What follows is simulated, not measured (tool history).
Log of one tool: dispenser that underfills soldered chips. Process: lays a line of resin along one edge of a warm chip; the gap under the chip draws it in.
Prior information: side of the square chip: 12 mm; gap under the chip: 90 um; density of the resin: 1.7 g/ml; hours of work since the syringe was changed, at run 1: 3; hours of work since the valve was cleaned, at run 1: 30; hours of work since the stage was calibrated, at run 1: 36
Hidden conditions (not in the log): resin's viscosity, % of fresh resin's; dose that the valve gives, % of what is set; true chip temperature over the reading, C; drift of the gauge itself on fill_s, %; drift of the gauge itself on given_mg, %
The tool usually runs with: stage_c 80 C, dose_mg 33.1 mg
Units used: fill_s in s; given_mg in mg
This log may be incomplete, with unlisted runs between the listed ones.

run,hour,stage_c,dose_mg,hours of work since the syringe was changed,hours of work since the valve was cleaned,hours of work since the stage was calibrated,fill_s,given_mg
1,0.0,80,33.1,3,30,36,28.8,32.45
2,4.3,80,33.1,6,33,39,34.9,32.63
# hour 7.5: new syringe of resin
3,11.5,80,33.1,3,38,43,26.9,32.48
4,17.8,80,33.1,7,42,47,36.3,32.19
# hour 18.7: new syringe of resin
5,24.0,80,36.2,4,46,51,29.4,35.13
6,29.0,80,36.2,7,49,55,36.3,35.09
# hour 30.2: new syringe of resin
7,35.1,80,31.0,3,53,59,29.5,29.95
8,38.3,80,33.1,5,55,61,34.0,31.98
# hour 41.6: new syringe of resin
9,44.6,80,33.1,2,59,65,27.0,31.96
10,51.2,80,33.1,6,64,69,35.8,31.75
# hour 52.8: new syringe of resin
11,58.7,80,33.1,4,69,74,30.2,31.60
12,62.7,80,33.1,7,71,77,37.0,31.79
# hour 64.5: new syringe of resin
13,70.4,86,33.1,4,76,82,24.4,31.45
# hour 75.8: new syringe of resin
14,75.8,86,33.1,0,80,85,18.2,31.26
15,82.1,86,33.1,4,84,89,23.6,31.21
# hour 87.3: new syringe of resin
16,87.3,86,33.1,0,87,93,18.1,31.22
17,93.4,92,42.6,4,91,97,17.7,40.19
# hour 98.9: new syringe of resin
18,100.0,84,30.9,1,96,101,21.1,28.93
19,103.4,89,42.2,3,98,103,19.5,39.42
# hour 110.1: new syringe of resin
20,111.2,89,42.5,1,103,108,16.1,39.75
21,117.9,89,42.5,5,107,113,21.6,39.64
# hour 121.7: new syringe of resin
22,124.7,68,40.7,2,112,117,47.0,37.72
23,129.2,72,31.6,5,115,120,49.2,29.35
# hour 133.4: new syringe of resin
24,134.7,76,38.3,1,118,124,29.5,35.61
25,140.2,78,41.8,5,122,127,34.4,38.81
26,144.0,92,28.5,7,124,130,24.4,26.21
# hour 144.8: new syringe of resin
27,147.9,73,29.7,2,127,132,39.4,27.31
28,155.3,95,32.2,7,132,137,19.8,29.63
# hour 156.1: new syringe of resin
# hour 157.1: dispensing valve cleaned and set on the balance
29,161.4,91,42.8,3,3,141,17.0,42.95

Branching from run 29: 4 alternative next runs. What would each branch give?
A,167.7,71,28.2,7,7,145,?,?
B,167.7,70,30.1,7,7,145,?,?
C,167.7,88,35.6,7,7,145,?,?
D,167.7,67,42.0,7,7,145,?,?

run,fill_s,given_mg
A,60.2,28.09
B,63.1,29.98
C,26.4,35.65
D,70.1,41.76
With the hidden condition removed and each run's random variation left untouched, the same runs would have given:
run,fill_s,given_mg
A,35.0,28.21
B,37.0,30.12
C,15.4,35.82
D,41.2,41.95
